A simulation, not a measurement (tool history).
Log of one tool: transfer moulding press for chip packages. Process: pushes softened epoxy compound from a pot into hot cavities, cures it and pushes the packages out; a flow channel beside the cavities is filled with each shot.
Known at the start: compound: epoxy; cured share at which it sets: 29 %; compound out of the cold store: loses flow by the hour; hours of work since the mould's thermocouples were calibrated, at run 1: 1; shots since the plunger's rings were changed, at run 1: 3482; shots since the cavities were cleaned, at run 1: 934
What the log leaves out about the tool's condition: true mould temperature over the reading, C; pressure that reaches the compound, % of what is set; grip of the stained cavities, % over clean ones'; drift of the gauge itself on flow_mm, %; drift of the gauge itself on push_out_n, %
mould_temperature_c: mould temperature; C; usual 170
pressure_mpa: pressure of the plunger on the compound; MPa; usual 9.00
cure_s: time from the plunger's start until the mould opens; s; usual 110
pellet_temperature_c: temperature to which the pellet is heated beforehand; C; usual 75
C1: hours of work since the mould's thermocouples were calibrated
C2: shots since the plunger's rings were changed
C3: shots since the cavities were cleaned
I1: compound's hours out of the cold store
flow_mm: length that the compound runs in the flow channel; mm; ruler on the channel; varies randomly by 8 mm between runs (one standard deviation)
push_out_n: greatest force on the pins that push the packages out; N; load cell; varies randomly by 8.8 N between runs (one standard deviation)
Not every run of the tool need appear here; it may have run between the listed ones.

{"run": 1, "hour": 0.0, "mould_temperature_c": 170, "pressure_mpa": 9.0, "cure_s": 110, "pellet_temperature_c": 75, "C1": 1, "C2": 3482, "C3": 934, "I1": 33.6, "flow_mm": 898, "push_out_n": 780}
{"run": 2, "hour": 3.9, "mould_temperature_c": 174, "pressure_mpa": 9.0, "cure_s": 110, "pellet_temperature_c": 75, "C1": 4, "C2": 3538, "C3": 990, "I1": 32.4, "flow_mm": 879, "push_out_n": 729}
{"run": 3, "hour": 8.8, "mould_temperature_c": 170, "pressure_mpa": 9.0, "cure_s": 110, "pellet_temperature_c": 75, "C1": 8, "C2": 3609, "C3": 1061, "I1": 12.6, "flow_mm": 952, "push_out_n": 775}
{"run": 4, "hour": 17.2, "mould_temperature_c": 170, "pressure_mpa": 9.0, "cure_s": 110, "pellet_temperature_c": 75, "C1": 15, "C2": 3730, "C3": 1182, "I1": 43.9, "flow_mm": 849, "push_out_n": 779}
{"hour": 19.5, "done": "cavities cleaned with cleaning compound and waxed"}
{"run": 5, "hour": 24.2, "mould_temperature_c": 170, "pressure_mpa": 8.81, "cure_s": 110, "pellet_temperature_c": 75, "C1": 19, "C2": 3809, "C3": 68, "I1": 21.3, "flow_mm": 920, "push_out_n": 444}
{"run": 6, "hour": 32.9, "mould_temperature_c": 170, "pressure_mpa": 8.81, "cure_s": 110, "pellet_temperature_c": 75, "C1": 26, "C2": 3935, "C3": 194, "I1": 9.0, "flow_mm": 948, "push_out_n": 528}
{"run": 7, "hour": 37.8, "mould_temperature_c": 170, "pressure_mpa": 8.81, "cure_s": 110, "pellet_temperature_c": 75, "C1": 30, "C2": 4005, "C3": 264, "I1": 25.0, "flow_mm": 882, "push_out_n": 582}
{"run": 8, "hour": 43.3, "mould_temperature_c": 170, "pressure_mpa": 9.98, "cure_s": 110, "pellet_temperature_c": 75, "C1": 34, "C2": 4085, "C3": 344, "I1": 13.2, "flow_mm": 989, "push_out_n": 595}
{"run": 9, "hour": 52.3, "mould_temperature_c": 170, "pressure_mpa": 9.98, "cure_s": 110, "pellet_temperature_c": 75, "C1": 41, "C2": 4215, "C3": 474, "I1": 41.3, "flow_mm": 890, "push_out_n": 655}
{"run": 10, "hour": 56.8, "mould_temperature_c": 170, "pressure_mpa": 9.98, "cure_s": 110, "pellet_temperature_c": 75, "C1": 45, "C2": 4279, "C3": 538, "I1": 24.4, "flow_mm": 930, "push_out_n": 664}
{"run": 11, "hour": 64.2, "mould_temperature_c": 170, "pressure_mpa": 9.0, "cure_s": 110, "pellet_temperature_c": 75, "C1": 51, "C2": 4386, "C3": 645, "I1": 40.2, "flow_mm": 839, "push_out_n": 709}
{"run": 12, "hour": 70.9, "mould_temperature_c": 170, "pressure_mpa": 9.0, "cure_s": 110, "pellet_temperature_c": 75, "C1": 56, "C2": 4482, "C3": 741, "I1": 43.2, "flow_mm": 835, "push_out_n": 747}
{"run": 13, "hour": 77.5, "mould_temperature_c": 170, "pressure_mpa": 9.0, "cure_s": 110, "pellet_temperature_c": 75, "C1": 61, "C2": 4578, "C3": 837, "I1": 34.3, "flow_mm": 860, "push_out_n": 739}
{"run": 14, "hour": 86.3, "mould_temperature_c": 170, "pressure_mpa": 9.0, "cure_s": 110, "pellet_temperature_c": 75, "C1": 68, "C2": 4705, "C3": 964, "I1": 18.4, "flow_mm": 917, "push_out_n": 769}
{"run": 15, "hour": 93.3, "mould_temperature_c": 170, "pressure_mpa": 9.0, "cure_s": 110, "pellet_temperature_c": 75, "C1": 74, "C2": 4806, "C3": 1065, "I1": 35.7, "flow_mm": 859, "push_out_n": 754}
{"hour": 103.2, "done": "cavities cleaned with cleaning compound and waxed"}
{"run": 16, "hour": 103.2, "mould_temperature_c": 170, "pressure_mpa": 9.0, "cure_s": 110, "pellet_temperature_c": 75, "C1": 80, "C2": 4926, "C3": 0, "I1": 39.0, "flow_mm": 843, "push_out_n": 389}
{"run": 17, "hour": 111.2, "mould_temperature_c": 163, "pressure_mpa": 9.0, "cure_s": 110, "pellet_temperature_c": 75, "C1": 87, "C2": 5042, "C3": 116, "I1": 40.3, "flow_mm": 868, "push_out_n": 617}
{"run": 18, "hour": 116.9, "mould_temperature_c": 163, "pressure_mpa": 9.0, "cure_s": 147, "pellet_temperature_c": 76, "C1": 91, "C2": 5124, "C3": 198, "I1": 36.5, "flow_mm": 879, "push_out_n": 546}
{"run": 19, "hour": 126.1, "mould_temperature_c": 174, "pressure_mpa": 10.16, "cure_s": 130, "pellet_temperature_c": 75, "C1": 98, "C2": 5257, "C3": 331, "I1": 45.9, "flow_mm": 841, "push_out_n": 565}
{"run": 20, "hour": 131.9, "mould_temperature_c": 174, "pressure_mpa": 6.87, "cure_s": 130, "pellet_temperature_c": 75, "C1": 103, "C2": 5341, "C3": 415, "I1": 40.6, "flow_mm": 714, "push_out_n": 630}
{"run": 21, "hour": 139.6, "mould_temperature_c": 174, "pressure_mpa": 6.87, "cure_s": 130, "pellet_temperature_c": 75, "C1": 109, "C2": 5451, "C3": 525, "I1": 20.8, "flow_mm": 757, "push_out_n": 671}
{"run": 22, "hour": 145.7, "mould_temperature_c": 170, "pressure_mpa": 9.0, "cure_s": 130, "pellet_temperature_c": 65, "C1": 114, "C2": 5539, "C3": 613, "I1": 47.0, "flow_mm": 803, "push_out_n": 672}
{"run": 23, "hour": 151.3, "mould_temperature_c": 170, "pressure_mpa": 9.99, "cure_s": 110, "pellet_temperature_c": 70, "C1": 118, "C2": 5620, "C3": 694, "I1": 30.8, "flow_mm": 907, "push_out_n": 745}
{"run": 24, "hour": 160.5, "mould_temperature_c": 170, "pressure_mpa": 9.0, "cure_s": 110, "pellet_temperature_c": 66, "C1": 126, "C2": 5752, "C3": 826, "I1": 19.5, "flow_mm": 887, "push_out_n": 763}
{"run": 25, "hour": 167.5, "mould_temperature_c": 170, "pressure_mpa": 9.0, "cure_s": 110, "pellet_temperature_c": 66, "C1": 131, "C2": 5853, "C3": 927, "I1": 30.1, "flow_mm": 839, "push_out_n": 737}
{"run": 26, "hour": 174.7, "mould_temperature_c": 172, "pressure_mpa": 9.0, "cure_s": 106, "pellet_temperature_c": 75, "C1": 137, "C2": 5957, "C3": 1031, "I1": 43.7, "flow_mm": 801, "push_out_n": 759}
{"run": 27, "hour": 180.5, "mould_temperature_c": 172, "pressure_mpa": 9.0, "cure_s": 106, "pellet_temperature_c": 75, "C1": 141, "C2": 6041, "C3": 1115, "I1": 11.3, "flow_mm": 879, "push_out_n": 756}
{"hour": 187.1, "done": "cavities cleaned with cleaning compound and waxed"}
{"run": 28, "hour": 189.1, "mould_temperature_c": 172, "pressure_mpa": 9.0, "cure_s": 106, "pellet_temperature_c": 75, "C1": 147, "C2": 6142, "C3": 28, "I1": 21.0, "flow_mm": 858, "push_out_n": 410}
{"hour": 198.3, "done": "plunger's sealing rings changed"}
{"run": 29, "hour": 198.4, "mould_temperature_c": 172, "pressure_mpa": 9.0, "cure_s": 106, "pellet_temperature_c": 75, "C1": 152, "C2": 2, "C3": 127, "I1": 31.4, "flow_mm": 946, "push_out_n": 494}

3 options for the next run, each taken on its own from the tool as it stands now. Forecast them:
{"run": "A", "hour": 205.0, "mould_temperature_c": 170, "pressure_mpa": 9.0, "cure_s": 106, "pellet_temperature_c": 75, "C1": 157, "C2": 97, "C3": 222, "I1": 25.9, "flow_mm": "?", "push_out_n": "?"}
{"run": "B", "hour": 205.0, "mould_temperature_c": 169, "pressure_mpa": 7.04, "cure_s": 110, "pellet_temperature_c": 70, "C1": 157, "C2": 97, "C3": 222, "I1": 21.0, "flow_mm": "?", "push_out_n": "?"}
{"run": "C", "hour": 205.0, "mould_temperature_c": 172, "pressure_mpa": 6.83, "cure_s": 147, "pellet_temperature_c": 75, "C1": 157, "C2": 97, "C3": 222, "I1": 20.6, "flow_mm": "?", "push_out_n": "?"}

run=A flow_mm=958 push_out_n=572
run=B flow_mm=871 push_out_n=546
run=C flow_mm=854 push_out_n=543
Stripped of hidden state, with their random variation kept, the same runs would have yielded:
run=A flow_mm=963 push_out_n=403
run=B flow_mm=875 push_out_n=385
run=C flow_mm=858 push_out_n=382
